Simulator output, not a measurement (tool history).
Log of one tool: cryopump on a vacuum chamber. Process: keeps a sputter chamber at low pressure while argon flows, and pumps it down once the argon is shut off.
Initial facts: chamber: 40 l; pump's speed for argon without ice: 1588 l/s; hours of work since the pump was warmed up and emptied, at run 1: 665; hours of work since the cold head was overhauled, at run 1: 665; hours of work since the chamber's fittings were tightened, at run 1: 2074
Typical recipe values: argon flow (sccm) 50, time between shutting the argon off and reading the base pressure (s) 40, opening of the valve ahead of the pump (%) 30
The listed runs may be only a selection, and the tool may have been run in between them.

run   hour  argon flow (sccm)  time between shutting the argon off and reading the base pressure (s)  opening of the valve ahead of the pump (%)  hours of work since the pump was warmed up and emptied  hours of work since the cold head was overhauled  hours of work since the chamber's fittings were tightened  pressure while argon flows (Pa)  pressure after the wait (uPa)
  1    0.0                 50                                                                     40                                          30                                                     665                                               665                                                       2074                           0.1835                           2.28
  2   49.9                 50                                                                     40                                          30                                                     696                                               696                                                       2106                           0.1834                           2.26
  3   92.1                 50                                                                     40                                          17                                                     723                                               723                                                       2133                           0.3189                           2.34
  4  138.8                 50                                                                     40                                          17                                                     753                                               753                                                       2162                           0.3217                           2.35
  5  161.3                 50                                                                     40                                          17                                                     767                                               767                                                       2176                           0.3190                           2.35
  6  201.2                 50                                                                     40                                          17                                                     792                                               792                                                       2202                           0.3176                           2.31
  7  238.0                 50                                                                     40                                          30                                                     816                                               816                                                       2225                           0.1854                           2.38
  8  284.2                 21                                                                     40                                          30                                                     845                                               845                                                       2254                           0.0786                           2.32
  9  324.5                 50                                                                     87                                          30                                                     870                                               870                                                       2280                           0.1830                           1.64
 10  355.0                 27                                                                     51                                          30                                                     890                                               890                                                       2299                           0.0992                           2.14
 11  375.7                 27                                                                     51                                          30                                                     903                                               903                                                       2312                           0.1008                           2.14
 12  402.4                 39                                                                     23                                          21                                                     920                                               920                                                       2329                           0.2049                           3.53
 13  446.5                 39                                                                     52                                          21                                                     948                                               948                                                       2357                           0.2037                           2.12
 14  484.2                 57                                                                     52                                          46                                                     972                                               972                                                       2381                           0.1418                           2.14
 15  524.1                 55                                                                    186                                          59                                                     997                                               997                                                       2406                           0.1097                           1.36
 16  547.2                 29                                                                    247                                          34                                                    1012                                              1012                                                       2421                           0.0957                           1.31

Predict each of these 3 candidate next runs independently; none follows another, all start after run 16:
  A  587.7                 38                                                                     41                                          32                                                    1037                                              1037                                                       2447                                ?                              ?
  B  587.7                 73                                                                     40                                          30                                                    1037                                              1037                                                       2447                                ?                              ?
  C  587.7                 49                                                                     40                                          48                                                    1037                                              1037                                                       2447                                ?                              ?

run  pressure while argon flows (Pa)  pressure after the wait (uPa)
  A                           0.1328                           2.45
  B                           0.2733                           2.53
  C                           0.1185                           2.55
With the hidden condition removed and each run's random variation left untouched, the same runs would have given:
run  pressure while argon flows (Pa)  pressure after the wait (uPa)
  A                           0.1257                           1.59
  B                           0.2596                           1.67
  C                           0.1094                           1.68

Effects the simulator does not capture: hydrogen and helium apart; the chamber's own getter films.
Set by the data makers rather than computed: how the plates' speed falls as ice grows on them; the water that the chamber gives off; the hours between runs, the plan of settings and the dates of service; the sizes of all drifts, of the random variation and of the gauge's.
